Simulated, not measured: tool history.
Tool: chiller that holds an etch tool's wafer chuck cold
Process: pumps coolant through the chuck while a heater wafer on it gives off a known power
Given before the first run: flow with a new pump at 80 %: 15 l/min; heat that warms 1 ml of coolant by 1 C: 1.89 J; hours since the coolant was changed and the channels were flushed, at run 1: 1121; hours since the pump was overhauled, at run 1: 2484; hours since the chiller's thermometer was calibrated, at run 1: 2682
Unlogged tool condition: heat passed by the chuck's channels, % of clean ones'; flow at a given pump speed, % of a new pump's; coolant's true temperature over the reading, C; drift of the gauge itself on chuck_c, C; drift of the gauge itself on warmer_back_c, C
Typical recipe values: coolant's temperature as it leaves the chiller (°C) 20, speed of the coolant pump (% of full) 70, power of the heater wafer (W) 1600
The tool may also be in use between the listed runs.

run	hour	coolant's temperature as it leaves the chiller (°C)	speed of the coolant pump (% of full)	power of the heater wafer (W)	hours since the coolant was changed and the channels were flushed	hours since the pump was overhauled	hours since the chiller's thermometer was calibrated	chuck's temperature once it has settled (°C)	how much warmer the coolant comes back (C)
1	0	20	70	1600	1121	2484	2682	31.4	3.89
2	46.9	20	70	1600	1167	2531	2729	31.3	3.92
3	91	20	70	1600	1212	2575	2773	31	3.84
4	154.4	20	70	1600	1275	2638	2836	31.1	3.84
5	197.8	20	70	1589	1318	2682	2880	31.3	3.83
6	232.6	20	78	1600	1353	2717	2915	30.3	3.46
7	281.1	20	78	1600	1402	2765	2963	30.1	3.49
8	316	20	70	1600	1437	2800	2998	31.3	3.95
9	381	20	70	1600	1502	2865	3063	31.2	3.88
10	450.7	20	70	1600	1571	2935	3133	31.1	3.89
11	505.7	20	70	1600	1626	2990	3188	31.1	3.85
12	557	20	70	1600	1678	3041	3239	31	3.87
13	613.4	20	70	1600	1734	3097	3295	31.3	3.9
14	662.6	20	70	1600	1783	3147	3345	31.1	3.88
15	708.9	20	70	1600	1829	3193	3391	31.1	3.9
# hour 725.2: chiller's thermometer calibrated
16	764.5	20	70	1600	1884	3248	39	31.2	3.89
17	795.2	20	70	1600	1915	3278	70	31	3.9
18	862.7	20	70	1600	1982	3346	137	31.1	3.91
19	936.3	11	93	1186	2056	3419	211	17.6	2.15
20	967.9	14	93	967	2087	3451	243	19.4	1.76
21	1033.6	15	99	1275	2153	3517	308	21.8	2.11
22	1067	15	61	1275	2187	3550	342	24.9	3.57
23	1113.8	12	68	1600	2233	3597	389	23.6	4.04
24	1164.9	12	68	1956	2284	3648	440	26	4.91
25	1227.1	12	68	1956	2347	3710	502	26	4.93
26	1295.3	12	68	2026	2415	3778	570	26.5	5.13
27	1357.3	20	84	825	2477	3840	632	24.9	1.63
28	1413.5	11	95	1247	2533	3897	688	17.9	2.23
29	1476	20	96	1404	2596	3959	751	27.5	2.47
30	1519	20	96	1404	2639	4002	794	27.4	2.36
31	1569.2	20	96	1404	2689	4052	844	27.7	2.44

Entry by entry between the runs, the difference in hidden state between the last listed run before and the first listed run after:
Run 15 -> run 16: chiller's thermometer calibrated (hour 725.2)
  nothing in the hidden state changes from one run to the other
